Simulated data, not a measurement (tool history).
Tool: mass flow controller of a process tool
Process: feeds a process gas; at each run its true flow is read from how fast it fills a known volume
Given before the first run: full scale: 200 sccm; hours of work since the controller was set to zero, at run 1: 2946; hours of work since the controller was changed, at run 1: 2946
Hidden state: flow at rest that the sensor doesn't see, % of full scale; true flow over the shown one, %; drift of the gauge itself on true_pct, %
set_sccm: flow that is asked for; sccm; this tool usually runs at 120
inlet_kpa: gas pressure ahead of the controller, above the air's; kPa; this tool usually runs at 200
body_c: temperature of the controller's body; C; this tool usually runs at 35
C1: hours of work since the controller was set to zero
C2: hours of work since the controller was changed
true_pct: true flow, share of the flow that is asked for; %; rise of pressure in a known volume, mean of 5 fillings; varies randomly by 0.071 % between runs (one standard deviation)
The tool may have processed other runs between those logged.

run 1 hour=0 | set_sccm=120 inlet_kpa=200 body_c=35 | C1=2946 C2=2946 | true_pct=98.34
run 2 hour=305.9 | set_sccm=120 inlet_kpa=200 body_c=35 | C1=3052 C2=3052 | true_pct=98.25
run 3 hour=512.4 | set_sccm=120 inlet_kpa=200 body_c=35 | C1=3124 C2=3124 | true_pct=98.14
run 4 hour=772.5 | set_sccm=120 inlet_kpa=249 body_c=35 | C1=3214 C2=3214 | true_pct=98.44
run 5 hour=1031.3 | set_sccm=120 inlet_kpa=249 body_c=35 | C1=3304 C2=3304 | true_pct=98.52
run 6 hour=1342.8 | set_sccm=120 inlet_kpa=200 body_c=35 | C1=3413 C2=3413 | true_pct=98.09
run 7 hour=1641.8 | set_sccm=120 inlet_kpa=200 body_c=35 | C1=3516 C2=3516 | true_pct=98.15
run 8 hour=1889.4 | set_sccm=120 inlet_kpa=173 body_c=35 | C1=3602 C2=3602 | true_pct=97.85
run 9 hour=2208.5 | set_sccm=120 inlet_kpa=173 body_c=35 | C1=3713 C2=3713 | true_pct=97.88
run 10 hour=2428.6 | set_sccm=102 inlet_kpa=200 body_c=35 | C1=3790 C2=3790 | true_pct=97.7
run 11 hour=2562.5 | set_sccm=120 inlet_kpa=200 body_c=35 | C1=3836 C2=3836 | true_pct=97.91
run 12 hour=2709.2 | set_sccm=120 inlet_kpa=200 body_c=21 | C1=3887 C2=3887 | true_pct=97.29
run 13 hour=3001.8 | set_sccm=65 inlet_kpa=200 body_c=21 | C1=3989 C2=3989 | true_pct=96.5
run 14 hour=3287.1 | set_sccm=65 inlet_kpa=200 body_c=21 | C1=4088 C2=4088 | true_pct=96.34
run 15 hour=3540.8 | set_sccm=65 inlet_kpa=200 body_c=21 | C1=4176 C2=4176 | true_pct=96.5
run 16 hour=3670.7 | set_sccm=65 inlet_kpa=200 body_c=21 | C1=4221 C2=4221 | true_pct=96.48
run 17 hour=3853.6 | set_sccm=120 inlet_kpa=200 body_c=26 | C1=4285 C2=4285 | true_pct=97.33
run 18 hour=4071.8 | set_sccm=120 inlet_kpa=200 body_c=35 | C1=4361 C2=4361 | true_pct=97.85
run 19 hour=4222.1 | set_sccm=120 inlet_kpa=200 body_c=35 | C1=4413 C2=4413 | true_pct=97.73
run 20 hour=4536.5 | set_sccm=120 inlet_kpa=200 body_c=35 | C1=4522 C2=4522 | true_pct=97.62
run 21 hour=4726.7 | set_sccm=120 inlet_kpa=200 body_c=35 | C1=4588 C2=4588 | true_pct=97.63
run 22 hour=5036.9 | set_sccm=120 inlet_kpa=200 body_c=35 | C1=4696 C2=4696 | true_pct=97.6
run 23 hour=5172.7 | set_sccm=120 inlet_kpa=200 body_c=35 | C1=4743 C2=4743 | true_pct=97.51
run 24 hour=5493 | set_sccm=120 inlet_kpa=200 body_c=35 | C1=4854 C2=4854 | true_pct=97.54
run 25 hour=5655.5 | set_sccm=120 inlet_kpa=163 body_c=24 | C1=4911 C2=4911 | true_pct=96.76
run 26 hour=5922.6 | set_sccm=120 inlet_kpa=163 body_c=24 | C1=5004 C2=5004 | true_pct=96.8
run 27 hour=6178.5 | set_sccm=120 inlet_kpa=190 body_c=30 | C1=5093 C2=5093 | true_pct=97.17
run 28 hour=6393.2 | set_sccm=56 inlet_kpa=182 body_c=26 | C1=5167 C2=5167 | true_pct=95.91
run 29 hour=6538.2 | set_sccm=56 inlet_kpa=182 body_c=26 | C1=5217 C2=5217 | true_pct=95.84
run 30 hour=6810.3 | set_sccm=120 inlet_kpa=200 body_c=33 | C1=5312 C2=5312 | true_pct=97.23
run 31 hour=6982 | set_sccm=149 inlet_kpa=200 body_c=29 | C1=5372 C2=5372 | true_pct=97.38
run 32 hour=7244.1 | set_sccm=61 inlet_kpa=166 body_c=28 | C1=5463 C2=5463 | true_pct=95.94
run 33 hour=7404.6 | set_sccm=61 inlet_kpa=166 body_c=28 | C1=5518 C2=5518 | true_pct=95.8
run 34 hour=7613.9 | set_sccm=120 inlet_kpa=241 body_c=34 | C1=5591 C2=5591 | true_pct=97.44
run 35 hour=7812.7 | set_sccm=42 inlet_kpa=148 body_c=39 | C1=5660 C2=5660 | true_pct=95.6
run 36 hour=8114.1 | set_sccm=42 inlet_kpa=148 body_c=39 | C1=5765 C2=5765 | true_pct=95.65
run 37 hour=8431.4 | set_sccm=42 inlet_kpa=148 body_c=39 | C1=5875 C2=5875 | true_pct=95.4
run 38 hour=8745.8 | set_sccm=38 inlet_kpa=148 body_c=39 | C1=5984 C2=5984 | true_pct=95.39
run 39 hour=8946.9 | set_sccm=38 inlet_kpa=148 body_c=39 | C1=6054 C2=6054 | true_pct=95.4
run 40 hour=9110.2 | set_sccm=62 inlet_kpa=160 body_c=35 | C1=6111 C2=6111 | true_pct=95.88
run 41 hour=9419 | set_sccm=37 inlet_kpa=200 body_c=39 | C1=6218 C2=6218 | true_pct=95.45
run 42 hour=9601.6 | set_sccm=52 inlet_kpa=151 body_c=20 | C1=6282 C2=6282 | true_pct=94.87
run 43 hour=9918.2 | set_sccm=52 inlet_kpa=235 body_c=20 | C1=6392 C2=6392 | true_pct=95.35
run 44 hour=10187.6 | set_sccm=52 inlet_kpa=235 body_c=20 | C1=6485 C2=6485 | true_pct=95.15
run 45 hour=10464.8 | set_sccm=98 inlet_kpa=234 body_c=37 | C1=6582 C2=6582 | true_pct=96.81
run 46 hour=10768.7 | set_sccm=98 inlet_kpa=234 body_c=37 | C1=6687 C2=6687 | true_pct=96.73
run 47 hour=10986.4 | set_sccm=98 inlet_kpa=234 body_c=37 | C1=6763 C2=6763 | true_pct=96.75

Pick out some run-to-run changes in true_pct. Of each, how much would a tool without hidden state show as well, from the settings, what came in and chance, and how much is left for the hidden state and any gauge scatter not in both results compared?
Run 31 -> 32: set_sccm 149 -> 61, inlet_kpa 200 -> 166, body_c 29 -> 28. true_pct -1.44 %: hidden state -0.42, all else -1.02.
Run 33 -> 34: set_sccm 61 -> 120, inlet_kpa 166 -> 241, body_c 28 -> 34. true_pct +1.64 %: hidden state +0.3, all else +1.34.
Run 34 -> 35: set_sccm 120 -> 42, inlet_kpa 241 -> 148, body_c 34 -> 39. true_pct -1.84 %: hidden state -0.66, all else -1.18.
Run 40 -> 41: set_sccm 62 -> 37, inlet_kpa 160 -> 200, body_c 35 -> 39. true_pct -0.43 %: hidden state -0.53, all else +0.1.
Run 44 -> 45: set_sccm 52 -> 98, inlet_kpa 235 -> 234, body_c 20 -> 37. true_pct +1.66 %: hidden state +0.39, all else +1.27.

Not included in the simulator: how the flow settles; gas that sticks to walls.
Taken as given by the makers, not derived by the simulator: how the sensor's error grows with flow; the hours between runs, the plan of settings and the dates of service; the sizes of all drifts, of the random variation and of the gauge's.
